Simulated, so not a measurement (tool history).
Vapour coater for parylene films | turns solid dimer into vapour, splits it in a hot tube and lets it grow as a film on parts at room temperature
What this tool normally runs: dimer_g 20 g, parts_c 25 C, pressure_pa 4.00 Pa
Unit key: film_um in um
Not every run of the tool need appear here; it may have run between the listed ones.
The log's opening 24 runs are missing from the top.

run 25 hour=832.5 | dimer_g=20 parts_c=25 pressure_pa=4.00 | film_um=4.78
run 26 hour=869.9 | dimer_g=20 parts_c=25 pressure_pa=4.00 | film_um=4.68
-- hour=910.5 trap's valve overhauled
run 27 hour=914.6 | dimer_g=20 parts_c=25 pressure_pa=4.00 | film_um=4.94
run 28 hour=961.2 | dimer_g=26 parts_c=25 pressure_pa=2.48 | film_um=6.82
run 29 hour=986.9 | dimer_g=13 parts_c=27 pressure_pa=4.00 | film_um=3.11
run 30 hour=1014.4 | dimer_g=13 parts_c=27 pressure_pa=4.00 | film_um=3.08
run 31 hour=1048.6 | dimer_g=13 parts_c=27 pressure_pa=4.00 | film_um=3.01
run 32 hour=1078.1 | dimer_g=13 parts_c=27 pressure_pa=4.84 | film_um=2.99
run 33 hour=1119.6 | dimer_g=13 parts_c=27 pressure_pa=4.84 | film_um=2.88
run 34 hour=1150.5 | dimer_g=19 parts_c=34 pressure_pa=4.66 | film_um=3.64

Branching from run 34: 5 alternative next runs. What would each branch give?
run A hour=1169.7 | dimer_g=16 parts_c=25 pressure_pa=4.00 | film_um=?
run B hour=1169.7 | dimer_g=9 parts_c=34 pressure_pa=4.66 | film_um=?
run C hour=1169.7 | dimer_g=19 parts_c=27 pressure_pa=2.33 | film_um=?
run D hour=1169.7 | dimer_g=19 parts_c=24 pressure_pa=4.66 | film_um=?
run E hour=1169.7 | dimer_g=22 parts_c=25 pressure_pa=4.00 | film_um=?

run=A film_um=3.80
run=B film_um=1.74
run=C film_um=4.63
run=D film_um=4.64
run=E film_um=5.27
Stripped of hidden state, with their random variation kept, the same runs would have yielded:
run=A film_um=3.91
run=B film_um=1.79
run=C film_um=4.77
run=D film_um=4.78
run=E film_um=5.42
